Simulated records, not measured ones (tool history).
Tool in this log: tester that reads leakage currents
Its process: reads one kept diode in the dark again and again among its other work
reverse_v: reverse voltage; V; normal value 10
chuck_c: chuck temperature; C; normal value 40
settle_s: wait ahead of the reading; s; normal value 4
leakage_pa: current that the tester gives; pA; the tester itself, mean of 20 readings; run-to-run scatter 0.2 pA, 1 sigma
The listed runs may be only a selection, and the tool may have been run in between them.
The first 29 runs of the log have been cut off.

run,day,reverse_v,chuck_c,settle_s,leakage_pa
30,214.296,1.2,52,4,58.63
31,222.442,1.8,26,0.93,13.44
32,226.546,1.8,25,0.93,12.75
33,234.129,1.8,25,0.93,12.97
# day 236.583: chuck's temperature calibrated
34,238.162,6.6,56,0.36,175.68
35,245.088,10,22,4,30.74
36,253.829,5.9,38,0.83,55.68
37,257.821,1.2,47,4,42.02
38,263.483,5.3,50,0.58,109.81

Below are 5 alternative next runs, each starting from the tool's condition after run 38. Predict each:
A,269.308,2.4,35,0.55,?
B,269.308,10,40,9.2,?
C,269.308,1,50,5.21,?
D,269.308,5.3,50,0.58,?
E,269.308,14,40,4,?

run,leakage_pa
A,29.09
B,82.15
C,47.14
D,110.77
E,100.06
What these runs would have given with no unlogged condition in the tool:
run,leakage_pa
A,24.8
B,65.11
C,44.6
D,100.37
E,76.68
